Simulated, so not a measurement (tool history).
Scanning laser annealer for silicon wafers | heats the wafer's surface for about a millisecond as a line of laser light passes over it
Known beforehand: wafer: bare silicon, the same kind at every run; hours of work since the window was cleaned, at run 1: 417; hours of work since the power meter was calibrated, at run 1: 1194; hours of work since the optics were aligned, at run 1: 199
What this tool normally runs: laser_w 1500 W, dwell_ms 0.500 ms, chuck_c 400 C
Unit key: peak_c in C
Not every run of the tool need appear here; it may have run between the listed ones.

run	hour	laser_w	dwell_ms	chuck_c	hours of work since the window was cleaned	hours of work since the power meter was calibrated	hours of work since the optics were aligned	peak_c
1	0.0	1500	0.500	400	417	1194	199	1124
2	31.4	1500	0.500	400	439	1216	221	1124
3	80.0	1500	0.500	400	473	1250	255	1119
4	113.6	1500	0.500	400	496	1274	279	1118
5	142.1	1500	0.500	400	516	1294	299	1117
# hour 169.2: window over the wafer cleaned
6	189.3	1500	0.500	380	14	1326	331	1137
7	246.9	1500	0.500	380	55	1366	371	1132
8	298.2	1500	0.500	380	91	1402	407	1130
9	355.7	1500	0.500	380	131	1443	447	1131
10	413.2	1500	0.500	380	171	1483	488	1125
11	459.6	1496	0.500	400	204	1516	520	1139
12	487.2	1500	0.414	400	223	1535	540	1077
# hour 494.9: optics aligned, line set to its width
13	520.0	1500	0.414	400	243	1554	18	1075
14	560.1	1500	0.414	400	271	1583	46	1071
15	614.9	1500	0.414	400	309	1621	84	1069
# hour 659.9: optics aligned, line set to its width, once more
16	659.9	1500	0.414	400	337	1649	0	1070
17	693.1	1526	0.414	400	361	1673	23	1083
18	727.3	1500	0.500	400	385	1696	47	1130
19	753.6	1500	0.500	400	403	1715	66	1130
20	807.0	1500	0.500	400	441	1752	103	1127
21	855.5	1447	0.619	436	475	1786	137	1210
22	880.7	1559	0.409	413	492	1804	155	1093
# hour 941.9: window over the wafer cleaned
23	943.4	1500	0.383	392	1	1847	198	1060
24	980.4	1509	0.486	364	27	1873	224	1117
25	1022.3	1509	0.486	364	56	1902	253	1116
26	1056.9	1554	0.372	439	81	1926	277	1115
27	1106.9	1609	0.372	375	116	1962	312	1072
28	1156.8	1500	0.559	383	151	1997	347	1167
29	1201.6	1426	0.565	400	182	2028	379	1150
30	1236.7	1426	0.565	386	207	2053	403	1132
31	1264.5	1500	0.365	400	226	2072	423	1036
32	1323.0	1288	0.524	400	268	2113	464	1046
33	1379.8	1478	0.432	438	307	2153	504	1109
34	1415.4	1478	0.432	438	332	2178	529	1112
35	1469.6	1478	0.432	438	371	2216	567	1104
36	1504.9	1478	0.432	438	395	2241	592	1106
37	1539.4	1478	0.432	438	419	2265	616	1104
38	1585.8	1500	0.500	439	452	2298	649	1160
39	1621.3	1500	0.500	439	477	2323	673	1158
40	1657.6	1500	0.524	435	502	2348	699	1164

Each row is a separate what-if for the run after 40, all from the same tool condition, not one after another. Results?
A	1682.9	1416	0.418	435	520	2366	717	?
B	1682.9	1457	0.604	434	520	2366	717	?
C	1682.9	1500	0.500	399	520	2366	717	?
D	1682.9	1287	0.530	435	520	2366	717	?
E	1682.9	1622	0.449	407	520	2366	717	?

run	peak_c
A	1052
B	1193
C	1115
D	1067
E	1142
The same runs, with their run-to-run variation unchanged, on a tool lacking any hidden condition would have given:
run	peak_c
A	1095
B	1246
C	1164
D	1110
E	1193
